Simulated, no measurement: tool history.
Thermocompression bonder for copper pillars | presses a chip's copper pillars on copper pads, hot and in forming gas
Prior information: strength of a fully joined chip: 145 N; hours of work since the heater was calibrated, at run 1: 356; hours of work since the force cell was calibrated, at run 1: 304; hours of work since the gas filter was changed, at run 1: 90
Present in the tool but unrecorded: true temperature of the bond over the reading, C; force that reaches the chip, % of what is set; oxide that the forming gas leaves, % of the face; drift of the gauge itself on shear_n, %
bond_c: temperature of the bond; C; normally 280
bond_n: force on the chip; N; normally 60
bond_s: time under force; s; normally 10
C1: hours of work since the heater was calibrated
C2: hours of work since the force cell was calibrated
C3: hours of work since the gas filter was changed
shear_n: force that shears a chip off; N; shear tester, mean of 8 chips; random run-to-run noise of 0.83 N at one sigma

Run 1, hour 0.0: usual settings; C1 356; C2 304; C3 90. Result: shear_n 69.4 N.
Run 2, hour 10.5: usual settings; C1 363; C2 311; C3 98. Result: shear_n 69.4 N.
Run 3, hour 18.5: usual settings but bond_n 46 N; C1 369; C2 317; C3 103. Result: shear_n 58.2 N.
Run 4, hour 28.4: usual settings but bond_n 46 N; C1 376; C2 323; C3 110. Result: shear_n 56.9 N.
Run 5, hour 40.6: usual settings; C1 384; C2 332; C3 119. Result: shear_n 68.3 N.
Run 6, hour 48.0: usual settings; C1 390; C2 337; C3 124. Result: shear_n 69.7 N.
Run 7, hour 59.4: usual settings but bond_c 277 C; C1 398; C2 345; C3 132. Result: shear_n 67.0 N.
Run 8, hour 67.5: usual settings but bond_c 277 C; C1 403; C2 351; C3 138. Result: shear_n 67.1 N.
Run 9, hour 77.2: usual settings but bond_c 277 C; C1 410; C2 358; C3 144. Result: shear_n 65.7 N.
Run 10, hour 82.8: usual settings but bond_c 277 C; C1 414; C2 362; C3 148. Result: shear_n 66.0 N.
Run 11, hour 88.6: usual settings but bond_c 309 C; C1 418; C2 366; C3 152. Result: shear_n 94.4 N.
Run 12, hour 97.2: usual settings but bond_c 309 C; C1 424; C2 372; C3 158. Result: shear_n 94.9 N.
Run 13, hour 106.8: usual settings but bond_c 309 C; C1 431; C2 378; C3 165. Result: shear_n 95.9 N.
Run 14, hour 114.3: usual settings but bond_c 258 C; C1 436; C2 384; C3 170. Result: shear_n 48.3 N.
Run 15, hour 127.3: usual settings but bond_c 287 C; C1 445; C2 393; C3 180. Result: shear_n 75.0 N.
Run 16, hour 138.8: usual settings but bond_c 287 C; C1 453; C2 401; C3 188. Result: shear_n 74.6 N.
Run 17, hour 148.2: usual settings but bond_c 287 C, bond_n 81 N; C1 460; C2 407; C3 194. Result: shear_n 88.7 N.
Run 18, hour 156.6: usual settings but bond_c 287 C, bond_n 81 N; C1 466; C2 413; C3 200. Result: shear_n 87.9 N.
Run 19, hour 167.6: usual settings but bond_s 8 s; C1 473; C2 421; C3 208. Result: shear_n 64.3 N.
Run 20, hour 179.8: usual settings but bond_s 7 s; C1 482; C2 429; C3 216. Result: shear_n 59.5 N.
Run 21, hour 187.5: usual settings but bond_c 279 C, bond_n 42 N, bond_s 13 s; C1 487; C2 435; C3 222. Result: shear_n 57.2 N.
Run 22, hour 200.4: usual settings but bond_c 279 C, bond_n 42 N, bond_s 13 s; C1 496; C2 444; C3 231. Result: shear_n 55.7 N.
Run 23, hour 206.9: usual settings but bond_c 279 C, bond_n 42 N, bond_s 13 s; C1 501; C2 448; C3 235. Result: shear_n 57.1 N.
Run 24, hour 214.4: usual settings but bond_c 291 C, bond_n 53 N; C1 506; C2 454; C3 241. Result: shear_n 70.0 N.
Run 25, hour 226.1: usual settings but bond_c 291 C, bond_n 53 N; C1 514; C2 462; C3 249. Result: shear_n 71.8 N.
Run 26, hour 232.1: usual settings but bond_c 291 C, bond_n 53 N; C1 519; C2 466; C3 253. Result: shear_n 71.2 N.
Run 27, hour 244.1: usual settings but bond_s 9 s; C1 527; C2 475; C3 261. Result: shear_n 64.9 N.
Run 28, hour 252.5: usual settings but bond_c 278 C, bond_n 83 N; C1 533; C2 480; C3 267. Result: shear_n 80.0 N.
Run 29, hour 258.1: usual settings but bond_c 278 C, bond_n 83 N; C1 537; C2 484; C3 271. Result: shear_n 81.0 N.
Run 30, hour 266.4: usual settings but bond_c 268 C, bond_n 78 N, bond_s 19 s; C1 543; C2 490; C3 277. Result: shear_n 83.2 N.
Run 31, hour 277.8: usual settings but bond_c 306 C, bond_n 78 N, bond_s 19 s; C1 551; C2 498; C3 285. Result: shear_n 117.3 N.
Run 32, hour 290.5: usual settings but bond_c 263 C, bond_n 64 N; C1 559; C2 507; C3 294. Result: shear_n 54.6 N.
Run 33, hour 304.0: usual settings but bond_c 309 C, bond_n 42 N, bond_s 15 s; C1 569; C2 516; C3 303. Result: shear_n 83.9 N.
Run 34, hour 310.7: usual settings but bond_c 309 C, bond_n 42 N, bond_s 15 s; C1 574; C2 521; C3 308. Result: shear_n 84.7 N.
Run 35, hour 316.9: usual settings but bond_c 309 C, bond_n 42 N, bond_s 15 s; C1 578; C2 525; C3 312. Result: shear_n 83.7 N.
Run 36, hour 323.2: usual settings but bond_c 286 C, bond_n 55 N, bond_s 6 s; C1 582; C2 530; C3 317. Result: shear_n 55.6 N.
Run 37, hour 331.7: usual settings but bond_c 260 C, bond_s 7 s; C1 588; C2 536; C3 323. Result: shear_n 42.7 N.
Run 38, hour 338.8: usual settings but bond_c 260 C, bond_s 7 s; C1 593; C2 541; C3 328. Result: shear_n 42.3 N.
Run 39, hour 346.3: usual settings but bond_c 260 C, bond_s 7 s; C1 598; C2 546; C3 333. Result: shear_n 42.6 N.
Run 40, hour 351.9: usual settings but bond_n 37 N, bond_s 7 s; C1 602; C2 550; C3 337. Result: shear_n 40.7 N.

Predict each of these 3 candidate next runs independently; none follows another, all start after run 40:
Run A, hour 364.5: usual settings but bond_c 252 C, bond_n 71 N; C1 611; C2 559; C3 346. Result: shear_n ?.
Run B, hour 364.5: usual settings but bond_c 306 C, bond_n 50 N, bond_s 9 s; C1 611; C2 559; C3 346. Result: shear_n ?.
Run C, hour 364.5: usual settings but bond_c 297 C, bond_s 7 s; C1 611; C2 559; C3 346. Result: shear_n ?.

run  shear_n
  A     49.7
  B     77.1
  C     72.7
Without the tool's hidden state the same runs would have given:
run  shear_n
  A     55.6
  B     84.4
  C     79.9

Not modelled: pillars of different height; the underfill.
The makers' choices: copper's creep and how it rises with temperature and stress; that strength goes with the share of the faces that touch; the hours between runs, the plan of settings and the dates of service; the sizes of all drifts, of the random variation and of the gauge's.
